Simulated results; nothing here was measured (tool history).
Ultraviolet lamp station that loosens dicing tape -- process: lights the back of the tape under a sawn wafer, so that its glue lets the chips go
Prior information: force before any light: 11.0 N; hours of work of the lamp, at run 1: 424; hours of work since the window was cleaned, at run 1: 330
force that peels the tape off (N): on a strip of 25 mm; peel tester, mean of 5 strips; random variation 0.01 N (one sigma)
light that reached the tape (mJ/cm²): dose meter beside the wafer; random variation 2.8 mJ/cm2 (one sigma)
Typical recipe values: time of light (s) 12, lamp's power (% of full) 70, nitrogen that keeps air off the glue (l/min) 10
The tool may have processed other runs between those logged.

run	hour	time of light (s)	lamp's power (% of full)	nitrogen that keeps air off the glue (l/min)	hours of work of the lamp	hours of work since the window was cleaned	force that peels the tape off (N)	light that reached the tape (mJ/cm²)
1	0.0	12	70	10	424	330	0.462	396
2	25.0	12	70	10	434	341	0.466	401
3	45.6	12	70	10	443	350	0.467	397
4	67.0	12	70	10	452	359	0.467	397
# hour 78.8: window cleaned of glue's vapour
5	92.7	12	70	10	463	6	0.476	402
6	115.7	12	70	10	473	16	0.449	402
7	129.6	12	70	10	479	22	0.454	395
8	143.1	12	96	10	485	27	0.306	552
9	154.7	12	96	10	489	32	0.281	551
10	181.9	12	96	10	501	44	0.282	552
11	195.3	12	96	10	507	50	0.318	549
12	219.8	12	96	10	517	60	0.293	546
13	231.6	10	95	10	522	65	0.377	455
14	247.4	10	95	10	529	72	0.385	454
15	271.2	14	93	5	539	82	0.337	622
16	290.7	9	66	3	548	90	1.867	283
17	306.5	21	70	10	554	97	0.256	701
18	329.9	12	65	14	564	107	0.438	366
19	341.1	12	65	5	569	112	0.813	372
20	359.2	12	79	14	577	120	0.337	447
21	370.5	12	79	14	582	125	0.320	448
22	394.4	12	79	14	592	135	0.345	453

Below are 5 alternative next runs, each starting from the tool's condition after run 22. Predict each:
A	410.5	20	79	3	599	142	?	?
B	410.5	9	70	10	599	142	?	?
C	410.5	20	70	5	599	142	?	?
D	410.5	12	66	6	599	142	?	?
E	410.5	12	95	3	599	142	?	?

run	force that peels the tape off (N)	light that reached the tape (mJ/cm²)
A	0.303	750
B	0.813	300
C	0.310	672
D	0.662	376
E	0.547	537
Had the tool no hidden state, the same runs would have come out as:
run	force that peels the tape off (N)	light that reached the tape (mJ/cm²)
A	0.302	752
B	0.808	301
C	0.309	674
D	0.658	377
E	0.544	538
